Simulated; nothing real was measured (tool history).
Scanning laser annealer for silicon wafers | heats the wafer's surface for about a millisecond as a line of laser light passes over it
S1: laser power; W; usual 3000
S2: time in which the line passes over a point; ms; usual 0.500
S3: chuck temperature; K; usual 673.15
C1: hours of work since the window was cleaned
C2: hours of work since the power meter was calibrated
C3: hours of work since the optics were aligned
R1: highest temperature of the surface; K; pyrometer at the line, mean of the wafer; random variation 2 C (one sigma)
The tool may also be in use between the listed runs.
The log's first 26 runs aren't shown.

| run | hour | S1 | S2 | S3 | C1 | C2 | C3 | R1 |
|---|---|---|---|---|---|---|---|---|
| 27 | 1336.0 | 2875 | 0.396 | 705.15 | 359 | 218 | 735 | 1402.15 |
| 28 | 1393.9 | 2978 | 0.396 | 705.15 | 400 | 259 | 776 | 1423.15 |
| 29 | 1441.7 | 2978 | 0.396 | 705.15 | 434 | 293 | 810 | 1426.15 |
| 30 | 1482.2 | 2978 | 0.396 | 681.15 | 463 | 322 | 839 | 1393.15 |
| 31 | 1546.2 | 2958 | 0.497 | 644.15 | 508 | 368 | 884 | 1453.15 |
| 32 | 1597.2 | 2559 | 0.500 | 673.15 | 544 | 404 | 920 | 1383.15 |
| 33 | 1667.4 | 2706 | 0.500 | 693.15 | 594 | 454 | 970 | 1438.15 |
|  | 1707.8 | window over the wafer cleaned |
| 34 | 1718.5 | 2706 | 0.500 | 693.15 | 8 | 489 | 1005 | 1452.15 |
| 35 | 1749.0 | 3000 | 0.518 | 701.15 | 29 | 510 | 1027 | 1550.15 |
|  | 1790.0 | optics aligned, line set to its width |
| 36 | 1819.6 | 3000 | 0.518 | 701.15 | 76 | 557 | 21 | 1565.15 |
| 37 | 1871.6 | 3000 | 0.416 | 701.15 | 113 | 594 | 58 | 1456.15 |
| 38 | 1945.0 | 3000 | 0.416 | 701.15 | 165 | 646 | 110 | 1458.15 |
| 39 | 1989.9 | 3000 | 0.446 | 640.15 | 197 | 678 | 142 | 1425.15 |
| 40 | 2064.8 | 3000 | 0.446 | 687.15 | 250 | 731 | 195 | 1473.15 |

4 ways to go on from here, each from the tool as it stands after run 40. What would each give?
| A | 2099.0 | 3000 | 0.357 | 673.15 | 275 | 756 | 220 | ? |
| B | 2099.0 | 3296 | 0.373 | 672.15 | 275 | 756 | 220 | ? |
| C | 2099.0 | 3251 | 0.396 | 701.15 | 275 | 756 | 220 | ? |
| D | 2099.0 | 2789 | 0.386 | 659.15 | 275 | 756 | 220 | ? |

| run | R1 |
|---|---|
| A | 1363.15 |
| B | 1444.15 |
| C | 1492.15 |
| D | 1333.15 |
Without the tool's hidden state the same runs would have given:
| run | R1 |
|---|---|
| A | 1372.15 |
| B | 1455.15 |
| C | 1503.15 |
| D | 1343.15 |
